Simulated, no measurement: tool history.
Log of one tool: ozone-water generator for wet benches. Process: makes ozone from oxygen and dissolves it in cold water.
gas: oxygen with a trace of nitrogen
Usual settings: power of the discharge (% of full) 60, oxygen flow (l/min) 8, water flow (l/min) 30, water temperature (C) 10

run,hour,power of the discharge (% of full),oxygen flow (l/min),water flow (l/min),water temperature (C),dissolved ozone (ppm),ozone in the gas ahead of the water (g/m3)
1,0,60,8,30,10,20.4,189.1
2,52.3,60,8,30,10,20.5,189.8
3,113.1,60,8,30,9,20.5,187.6
4,150.7,60,8,30,9,20.3,188.3
5,213.5,60,8,30,10,20,190
6,263.3,60,8,30,10,20.3,189.4
7,335.5,60,8,30,10,20,189.2
8,376.5,60,8,30,10,20.5,187.3
9,440.5,60,8,30,10,20.3,186
10,475.9,60,8,30,10,20.3,185.4
11,547.2,53,8,30,10,18.8,176.6
12,608.6,60,8,30,10,20.1,185.6
13,639.7,60,11.65,30,10,19.7,147.8
14,705.9,60,8,30,11,19.7,184.4
15,750.6,60,8,30,11,19.7,185.7
16,822.9,60,8,30,11,19.7,186.4

Run 17 comes next. What will it give?
# hour 873.9: contactor cleaned
17,876.9,75,8,30,11,?,?

{"run 17": {"dissolved ozone (ppm)": 23.9, "ozone in the gas ahead of the water (g/m3)": 213.5}}
Without the tool's hidden state the same run would have given dissolved ozone (ppm) 24.3, ozone in the gas ahead of the water (g/m3) 214.8.
